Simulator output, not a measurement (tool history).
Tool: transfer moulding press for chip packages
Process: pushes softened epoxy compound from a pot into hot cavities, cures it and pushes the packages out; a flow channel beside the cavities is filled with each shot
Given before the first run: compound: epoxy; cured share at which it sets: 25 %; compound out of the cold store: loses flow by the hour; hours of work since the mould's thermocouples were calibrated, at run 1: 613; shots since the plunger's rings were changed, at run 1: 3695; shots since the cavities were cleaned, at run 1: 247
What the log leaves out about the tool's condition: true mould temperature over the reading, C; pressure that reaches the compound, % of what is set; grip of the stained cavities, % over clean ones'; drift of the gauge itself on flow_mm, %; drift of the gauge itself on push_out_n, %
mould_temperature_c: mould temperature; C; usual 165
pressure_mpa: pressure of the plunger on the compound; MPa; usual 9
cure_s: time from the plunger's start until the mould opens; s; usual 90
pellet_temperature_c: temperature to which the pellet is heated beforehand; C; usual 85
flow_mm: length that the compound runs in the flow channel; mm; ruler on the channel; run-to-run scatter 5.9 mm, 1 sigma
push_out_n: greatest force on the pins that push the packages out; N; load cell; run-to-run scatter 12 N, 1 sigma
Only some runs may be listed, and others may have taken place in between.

run	hour	mould_temperature_c	pressure_mpa	cure_s	pellet_temperature_c	hours of work since the mould's thermocouples were calibrated	shots since the plunger's rings were changed	shots since the cavities were cleaned	incoming compound's hours out of the cold store	flow_mm	push_out_n
1	0	165	9	90	85	613	3695	247	44.1	516	604
2	31.4	165	9	90	85	637	4170	722	41.8	520	752
# hour 39.6: cavities cleaned with cleaning compound and waxed
3	62.1	165	9	90	85	658	4612	340	31.8	545	658
# hour 96.2: cavities cleaned with cleaning compound and waxed
4	104	165	9	90	85	689	5223	118	45.5	500	564
5	140.9	165	9	90	85	716	5782	677	12.7	593	743
# hour 151.9: plunger's sealing rings changed
# hour 156.1: cavities cleaned with cleaning compound and waxed
6	177.8	165	9	90	85	741	370	329	38.5	557	642
# hour 212: cavities cleaned with cleaning compound and waxed
7	213.1	165	9	120	85	766	881	17	20.4	611	454
8	248.1	165	9	98	85	792	1411	547	15.6	634	675
# hour 268.1: cavities cleaned with cleaning compound and waxed
# hour 283.8: mould's thermocouples calibrated
9	283.8	165	9	98	85	0	1899	209	47.6	514	574
# hour 328: cavities cleaned with cleaning compound and waxed
10	334.8	165	9	98	85	37	2647	102	36.6	553	546
11	359.6	165	9	98	85	55	3022	477	10.3	644	693
# hour 386.1: cavities cleaned with cleaning compound and waxed
12	404.7	165	9	90	85	88	3683	282	10.9	629	666
# hour 442.4: cavities cleaned with cleaning compound and waxed
13	452.1	171	9	90	85	122	4378	147	44.4	504	525
# hour 497.6: cavities cleaned with cleaning compound and waxed
14	505.2	173	9	95	77	161	5157	114	34.6	515	507
15	538.4	165	10.6	95	89	186	5660	617	37.3	562	700
# hour 556.3: plunger's sealing rings changed
# hour 557.8: cavities cleaned with cleaning compound and waxed
16	579	162	7.99	105	94	213	321	321	34.4	540	619
17	607.9	162	7.99	105	94	235	757	757	46.3	507	725
# hour 616.5: cavities cleaned with cleaning compound and waxed
18	643.1	162	7.99	105	94	260	1268	402	42.2	508	619
# hour 674.6: cavities cleaned with cleaning compound and waxed
19	687.3	162	7.99	105	94	292	1914	192	10.3	602	589
20	722.1	158	7.39	79	76	318	2442	720	44.8	486	1347
# hour 729.9: cavities cleaned with cleaning compound and waxed
21	774	161	9.88	90	79	355	3203	667	47.5	539	865
# hour 786.2: cavities cleaned with cleaning compound and waxed
22	800.7	171	9.88	127	90	374	3586	221	12.6	637	549
23	824.3	165	9	71	85	392	3943	578	8.9	626	1215

Per-run results on a tool with no hidden state, each run keeping its own random variation:
run	flow_mm	push_out_n
1	547	524
2	556	533
3	586	543
4	544	528
5	651	546
6	564	530
7	623	447
8	651	505
9	529	488
10	575	494
11	673	511
12	665	555
13	539	464
14	557	463
15	612	507
16	545	502
17	514	502
18	520	474
19	622	518
20	507	1002
21	567	634
22	674	451
23	667	951
